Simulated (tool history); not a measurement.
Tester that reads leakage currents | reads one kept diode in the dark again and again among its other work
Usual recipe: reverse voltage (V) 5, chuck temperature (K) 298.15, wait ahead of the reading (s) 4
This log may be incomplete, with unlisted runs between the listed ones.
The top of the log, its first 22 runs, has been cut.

| run | hour | reverse voltage (V) | chuck temperature (K) | wait ahead of the reading (s) | hours of work since the probe card was cleaned | hours of work since the tester was calibrated | hours of work since the chuck was calibrated | current that the tester gives (pA) |
|---|---|---|---|---|---|---|---|---|
| 23 | 2738.6 | 2.72 | 298.15 | 7.27 | 2111 | 4167 | 499 | 158.45 |
| 24 | 2880.9 | 2.72 | 314.15 | 7.27 | 2174 | 4231 | 562 | 523.6 |
|  | 3004.2 | probe card cleaned and baked |
| 25 | 3046.7 | 6.33 | 322.15 | 0.34 | 19 | 4303 | 635 | 1271.02 |
| 26 | 3194.4 | 6.33 | 322.15 | 0.34 | 85 | 4369 | 701 | 1289.47 |
| 27 | 3287.6 | 5 | 303.15 | 7.85 | 127 | 4411 | 743 | 295.71 |
| 28 | 3408.7 | 2.85 | 330.15 | 1.69 | 181 | 4465 | 797 | 1600.17 |
| 29 | 3583 | 9.46 | 308.15 | 9.55 | 259 | 4543 | 875 | 563.23 |
| 30 | 3692.8 | 6.76 | 298.15 | 2.68 | 308 | 4592 | 924 | 231.53 |
| 31 | 3805 | 2.51 | 304.15 | 2.68 | 358 | 4642 | 974 | 250.27 |

Branching from run 31: 5 alternative next runs. What would each branch give?
| A | 3950.3 | 5 | 319.15 | 4 | 423 | 4707 | 1039 | ? |
| B | 3950.3 | 17.78 | 296.15 | 9.23 | 423 | 4707 | 1039 | ? |
| C | 3950.3 | 1.94 | 327.15 | 3.12 | 423 | 4707 | 1039 | ? |
| D | 3950.3 | 5 | 309.15 | 4 | 423 | 4707 | 1039 | ? |
| E | 3950.3 | 1.89 | 308.15 | 2.16 | 423 | 4707 | 1039 | ? |

| run | current that the tester gives (pA) |
|---|---|
| A | 978.59 |
| B | 294.69 |
| C | 1157.78 |
| D | 479.66 |
| E | 303.56 |
With the hidden condition removed and each run's random variation left untouched, the same runs would have given:
| run | current that the tester gives (pA) |
|---|---|
| A | 864.5 |
| B | 252.76 |
| C | 1028.31 |
| D | 420.57 |
| E | 266.3 |

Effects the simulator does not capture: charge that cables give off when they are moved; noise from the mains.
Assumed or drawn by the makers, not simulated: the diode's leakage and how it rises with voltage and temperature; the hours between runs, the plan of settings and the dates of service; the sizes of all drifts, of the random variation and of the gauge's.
